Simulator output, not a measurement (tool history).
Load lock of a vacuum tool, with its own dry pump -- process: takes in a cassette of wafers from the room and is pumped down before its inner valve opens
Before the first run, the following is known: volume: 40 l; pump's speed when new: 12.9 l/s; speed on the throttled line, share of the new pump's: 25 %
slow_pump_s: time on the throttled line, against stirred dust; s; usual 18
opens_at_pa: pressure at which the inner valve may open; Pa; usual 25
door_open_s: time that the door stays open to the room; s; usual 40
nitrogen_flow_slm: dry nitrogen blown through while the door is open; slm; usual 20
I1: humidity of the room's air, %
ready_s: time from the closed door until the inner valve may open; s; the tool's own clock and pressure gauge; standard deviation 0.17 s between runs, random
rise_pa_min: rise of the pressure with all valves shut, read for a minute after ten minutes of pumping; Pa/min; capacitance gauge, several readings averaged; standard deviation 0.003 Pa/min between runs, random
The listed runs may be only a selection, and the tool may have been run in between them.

run 1 hour=0 | slow_pump_s=18 opens_at_pa=25 door_open_s=40 nitrogen_flow_slm=20 | I1=48.7 | ready_s=39.7 rise_pa_min=0.173
run 2 hour=141.5 | slow_pump_s=18 opens_at_pa=25 door_open_s=40 nitrogen_flow_slm=20 | I1=46.5 | ready_s=39.4 rise_pa_min=0.185
run 3 hour=217.6 | slow_pump_s=18 opens_at_pa=25 door_open_s=40 nitrogen_flow_slm=20 | I1=46.8 | ready_s=39.5 rise_pa_min=0.183
run 4 hour=330.6 | slow_pump_s=18 opens_at_pa=46 door_open_s=40 nitrogen_flow_slm=20 | I1=48.1 | ready_s=37.8 rise_pa_min=0.185
run 5 hour=415.3 | slow_pump_s=18 opens_at_pa=46 door_open_s=40 nitrogen_flow_slm=20 | I1=42.2 | ready_s=37.1 rise_pa_min=0.189
run 6 hour=516.7 | slow_pump_s=18 opens_at_pa=46 door_open_s=78 nitrogen_flow_slm=20 | I1=45.1 | ready_s=37.6 rise_pa_min=0.199
run 7 hour=675 | slow_pump_s=18 opens_at_pa=46 door_open_s=78 nitrogen_flow_slm=20 | I1=45.7 | ready_s=37.7 rise_pa_min=0.207
run 8 hour=824.4 | slow_pump_s=18 opens_at_pa=46 door_open_s=78 nitrogen_flow_slm=20 | I1=48.8 | ready_s=37.6 rise_pa_min=0.213
run 9 hour=959.7 | slow_pump_s=18 opens_at_pa=25 door_open_s=40 nitrogen_flow_slm=29 | I1=41.9 | ready_s=40.1 rise_pa_min=0.206

Run 10 has not been measured yet. What should we expect?
run 10 hour=1142.5 | slow_pump_s=14 opens_at_pa=23 door_open_s=40 nitrogen_flow_slm=20 | I1=46.3 | ready_s=? rise_pa_min=?

{"run 10": {"ready_s": 37, "rise_pa_min": 0.223}}
On a tool with no hidden condition, and with the same random variation, this run would have come out at ready_s 36.6 s, rise_pa_min 0.02 Pa/min.
